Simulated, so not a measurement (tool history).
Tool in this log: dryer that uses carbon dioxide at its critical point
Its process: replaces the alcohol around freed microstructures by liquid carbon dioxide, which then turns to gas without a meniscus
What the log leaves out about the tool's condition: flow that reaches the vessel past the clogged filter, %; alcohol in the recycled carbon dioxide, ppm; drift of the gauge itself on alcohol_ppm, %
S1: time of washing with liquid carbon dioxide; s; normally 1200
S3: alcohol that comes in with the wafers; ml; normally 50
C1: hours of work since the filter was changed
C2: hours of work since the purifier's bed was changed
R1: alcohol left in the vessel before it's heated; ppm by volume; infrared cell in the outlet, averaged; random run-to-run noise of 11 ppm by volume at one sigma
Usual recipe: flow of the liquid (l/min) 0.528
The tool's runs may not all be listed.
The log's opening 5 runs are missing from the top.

run 6 hour=75.1 | S1=1200 flow_of_the_liquid_(l/min)=0.528 S3=50 | C1=476 C2=178 | R1=1126
run 7 hour=89.2 | S1=1200 flow_of_the_liquid_(l/min)=0.528 S3=50 | C1=480 C2=183 | R1=1134
run 8 hour=106.4 | S1=1200 flow_of_the_liquid_(l/min)=0.528 S3=21 | C1=486 C2=189 | R1=512
run 9 hour=124.1 | S1=1200 flow_of_the_liquid_(l/min)=0.528 S3=21 | C1=492 C2=195 | R1=494
run 10 hour=135.2 | S1=1200 flow_of_the_liquid_(l/min)=0.528 S3=21 | C1=496 C2=198 | R1=513
run 11 hour=152.1 | S1=1200 flow_of_the_liquid_(l/min)=0.714 S3=50 | C1=502 C2=204 | R1=397
run 12 hour=167.9 | S1=1200 flow_of_the_liquid_(l/min)=0.528 S3=50 | C1=507 C2=210 | R1=1180
run 13 hour=179.2 | S1=1200 flow_of_the_liquid_(l/min)=0.528 S3=50 | C1=511 C2=213 | R1=1144
run 14 hour=195.2 | S1=1200 flow_of_the_liquid_(l/min)=0.528 S3=50 | C1=517 C2=219 | R1=1186
run 15 hour=209.8 | S1=1200 flow_of_the_liquid_(l/min)=0.528 S3=50 | C1=522 C2=224 | R1=1161
run 16 hour=229.1 | S1=1200 flow_of_the_liquid_(l/min)=0.81 S3=50 | C1=528 C2=231 | R1=260
run 17 hour=241.9 | S1=1200 flow_of_the_liquid_(l/min)=0.81 S3=31 | C1=533 C2=235 | R1=193
run 18 hour=262 | S1=1200 flow_of_the_liquid_(l/min)=0.78 S3=31 | C1=539 C2=242 | R1=221
run 19 hour=274.9 | S1=1200 flow_of_the_liquid_(l/min)=0.78 S3=31 | C1=544 C2=246 | R1=203
run 20 hour=296.5 | S1=1200 flow_of_the_liquid_(l/min)=0.771 S3=71 | C1=551 C2=254 | R1=440
run 21 hour=320.3 | S1=1440 flow_of_the_liquid_(l/min)=0.406 S3=50 | C1=559 C2=262 | R1=1558
run 22 hour=335.9 | S1=960 flow_of_the_liquid_(l/min)=0.528 S3=52 | C1=565 C2=267 | R1=2352
run 23 hour=358.8 | S1=1200 flow_of_the_liquid_(l/min)=0.508 S3=52 | C1=573 C2=275 | R1=1459
run 24 hour=371.6 | S1=1200 flow_of_the_liquid_(l/min)=0.508 S3=52 | C1=577 C2=279 | R1=1436
-- hour=398.6 inlet filter changed
run 25 hour=398.8 | S1=1200 flow_of_the_liquid_(l/min)=0.508 S3=52 | C1=0 C2=288 | R1=797
run 26 hour=416.1 | S1=1200 flow_of_the_liquid_(l/min)=0.508 S3=52 | C1=6 C2=294 | R1=815
run 27 hour=441.7 | S1=1200 flow_of_the_liquid_(l/min)=0.413 S3=52 | C1=15 C2=303 | R1=1550
run 28 hour=460.5 | S1=1140 flow_of_the_liquid_(l/min)=0.366 S3=66 | C1=21 C2=309 | R1=2984
run 29 hour=475.5 | S1=840 flow_of_the_liquid_(l/min)=0.701 S3=29 | C1=26 C2=314 | R1=553
run 30 hour=501.1 | S1=1920 flow_of_the_liquid_(l/min)=0.387 S3=107 | C1=35 C2=323 | R1=812

Forecast each of these 4 alternatives for the next run:
run A hour=521.7 | S1=1560 flow_of_the_liquid_(l/min)=0.782 S3=34 | C1=42 C2=330 | R1=?
run B hour=521.7 | S1=1080 flow_of_the_liquid_(l/min)=0.528 S3=50 | C1=42 C2=330 | R1=?
run C hour=521.7 | S1=780 flow_of_the_liquid_(l/min)=0.387 S3=35 | C1=42 C2=330 | R1=?
run D hour=521.7 | S1=1440 flow_of_the_liquid_(l/min)=0.528 S3=50 | C1=42 C2=330 | R1=?

run=A R1=90
run=B R1=992
run=C R1=3137
run=D R1=372
Without the tool's unlogged condition, the same runs would have read:
run=A R1=22
run=B R1=885
run=C R1=2998
run=D R1=287

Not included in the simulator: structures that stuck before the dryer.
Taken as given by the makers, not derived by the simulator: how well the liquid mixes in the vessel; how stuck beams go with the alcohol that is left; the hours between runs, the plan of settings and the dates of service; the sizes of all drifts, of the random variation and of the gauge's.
